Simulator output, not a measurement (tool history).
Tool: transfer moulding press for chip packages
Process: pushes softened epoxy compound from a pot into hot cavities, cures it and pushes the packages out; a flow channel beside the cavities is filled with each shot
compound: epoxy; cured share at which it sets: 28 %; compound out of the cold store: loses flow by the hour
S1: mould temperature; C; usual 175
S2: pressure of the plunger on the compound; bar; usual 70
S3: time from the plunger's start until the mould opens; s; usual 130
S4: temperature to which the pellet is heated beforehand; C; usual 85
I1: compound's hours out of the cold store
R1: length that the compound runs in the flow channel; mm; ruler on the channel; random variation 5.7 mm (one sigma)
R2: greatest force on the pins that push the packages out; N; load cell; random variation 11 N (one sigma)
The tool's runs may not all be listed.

{"run": 1, "day": 0.0, "S1": 175, "S2": 70, "S3": 130, "S4": 85, "I1": 24, "R1": 583, "R2": 519}
{"run": 2, "day": 1.467, "S1": 175, "S2": 70, "S3": 130, "S4": 85, "I1": 32.8, "R1": 554, "R2": 621}
{"run": 3, "day": 3.042, "S1": 175, "S2": 70, "S3": 130, "S4": 85, "I1": 29.9, "R1": 552, "R2": 751}
{"run": 4, "day": 3.829, "S1": 175, "S2": 70, "S3": 130, "S4": 85, "I1": 25.8, "R1": 563, "R2": 793}
{"day": 4.271, "done": "cavities cleaned with cleaning compound and waxed"}
{"day": 5.333, "done": "mould's thermocouples calibrated"}
{"run": 5, "day": 5.512, "S1": 175, "S2": 70, "S3": 162, "S4": 85, "I1": 21.8, "R1": 574, "R2": 539}
{"run": 6, "day": 6.771, "S1": 175, "S2": 70, "S3": 130, "S4": 85, "I1": 39.5, "R1": 524, "R2": 689}
{"day": 8.158, "done": "plunger's sealing rings changed"}
{"run": 7, "day": 8.492, "S1": 175, "S2": 70, "S3": 154, "S4": 85, "I1": 40.2, "R1": 568, "R2": 710}
{"day": 8.958, "done": "cavities cleaned with cleaning compound and waxed"}
{"run": 8, "day": 10.346, "S1": 175, "S2": 70, "S3": 139, "S4": 85, "I1": 10.9, "R1": 661, "R2": 604}
{"run": 9, "day": 12.05, "S1": 175, "S2": 70, "S3": 119, "S4": 85, "I1": 9.6, "R1": 676, "R2": 854}
{"day": 13.329, "done": "cavities cleaned with cleaning compound and waxed"}
{"run": 10, "day": 13.621, "S1": 175, "S2": 70, "S3": 130, "S4": 85, "I1": 20.2, "R1": 633, "R2": 538}
{"run": 11, "day": 15.071, "S1": 175, "S2": 70, "S3": 129, "S4": 85, "I1": 10.9, "R1": 662, "R2": 658}
{"run": 12, "day": 16.417, "S1": 175, "S2": 70, "S3": 129, "S4": 85, "I1": 26.3, "R1": 615, "R2": 720}
{"run": 13, "day": 17.45, "S1": 175, "S2": 70, "S3": 130, "S4": 85, "I1": 24.4, "R1": 605, "R2": 808}
{"day": 17.729, "done": "cavities cleaned with cleaning compound and waxed"}
{"run": 14, "day": 18.846, "S1": 175, "S2": 70, "S3": 130, "S4": 85, "I1": 39.8, "R1": 560, "R2": 587}
{"run": 15, "day": 19.854, "S1": 175, "S2": 70, "S3": 130, "S4": 85, "I1": 20.2, "R1": 621, "R2": 697}
{"run": 16, "day": 21.646, "S1": 175, "S2": 79.2, "S3": 148, "S4": 87, "I1": 29.4, "R1": 615, "R2": 724}
{"day": 22.208, "done": "cavities cleaned with cleaning compound and waxed"}
{"run": 17, "day": 22.979, "S1": 175, "S2": 70, "S3": 167, "S4": 78, "I1": 46.7, "R1": 533, "R2": 520}
{"run": 18, "day": 24.696, "S1": 177, "S2": 70, "S3": 160, "S4": 91, "I1": 30.5, "R1": 573, "R2": 607}
{"run": 19, "day": 26.425, "S1": 177, "S2": 70, "S3": 160, "S4": 91, "I1": 20.6, "R1": 605, "R2": 689}
{"day": 26.612, "done": "cavities cleaned with cleaning compound and waxed"}
{"run": 20, "day": 27.425, "S1": 177, "S2": 70, "S3": 160, "S4": 91, "I1": 38.6, "R1": 552, "R2": 507}
{"run": 21, "day": 28.629, "S1": 177, "S2": 70, "S3": 160, "S4": 91, "I1": 30.4, "R1": 560, "R2": 582}
{"run": 22, "day": 29.562, "S1": 177, "S2": 83.6, "S3": 160, "S4": 87, "I1": 33, "R1": 609, "R2": 618}
{"run": 23, "day": 30.792, "S1": 175, "S2": 70, "S3": 133, "S4": 81, "I1": 15.3, "R1": 633, "R2": 778}
{"day": 30.967, "done": "cavities cleaned with cleaning compound and waxed"}
{"run": 24, "day": 32.625, "S1": 183, "S2": 72.7, "S3": 137, "S4": 94, "I1": 16.9, "R1": 598, "R2": 562}
{"run": 25, "day": 33.667, "S1": 183, "S2": 72.7, "S3": 137, "S4": 94, "I1": 46.5, "R1": 512, "R2": 649}
{"run": 26, "day": 35.008, "S1": 175, "S2": 70, "S3": 161, "S4": 85, "I1": 39, "R1": 551, "R2": 712}
{"day": 35.388, "done": "cavities cleaned with cleaning compound and waxed"}
{"run": 27, "day": 36.525, "S1": 179, "S2": 52.5, "S3": 154, "S4": 79, "I1": 33.7, "R1": 479, "R2": 538}

Forecast each of these 5 alternatives for the next run:
{"run": "A", "day": 38.3, "S1": 179, "S2": 76.2, "S3": 111, "S4": 80, "I1": 24.7, "R1": "?", "R2": "?"}
{"run": "B", "day": 38.3, "S1": 174, "S2": 52.5, "S3": 154, "S4": 79, "I1": 20.2, "R1": "?", "R2": "?"}
{"run": "C", "day": 38.3, "S1": 176, "S2": 70, "S3": 130, "S4": 89, "I1": 40.6, "R1": "?", "R2": "?"}
{"run": "D", "day": 38.3, "S1": 179, "S2": 52.5, "S3": 126, "S4": 79, "I1": 41.3, "R1": "?", "R2": "?"}
{"run": "E", "day": 38.3, "S1": 179, "S2": 52.5, "S3": 111, "S4": 82, "I1": 34.8, "R1": "?", "R2": "?"}

run=A R1=591 R2=767
run=B R1=525 R2=688
run=C R1=536 R2=691
run=D R1=450 R2=669
run=E R1=460 R2=738
Without the tool's hidden state the same runs would have given:
run=A R1=637 R2=524
run=B R1=565 R2=473
run=C R1=577 R2=472
run=D R1=485 R2=461
run=E R1=496 R2=504
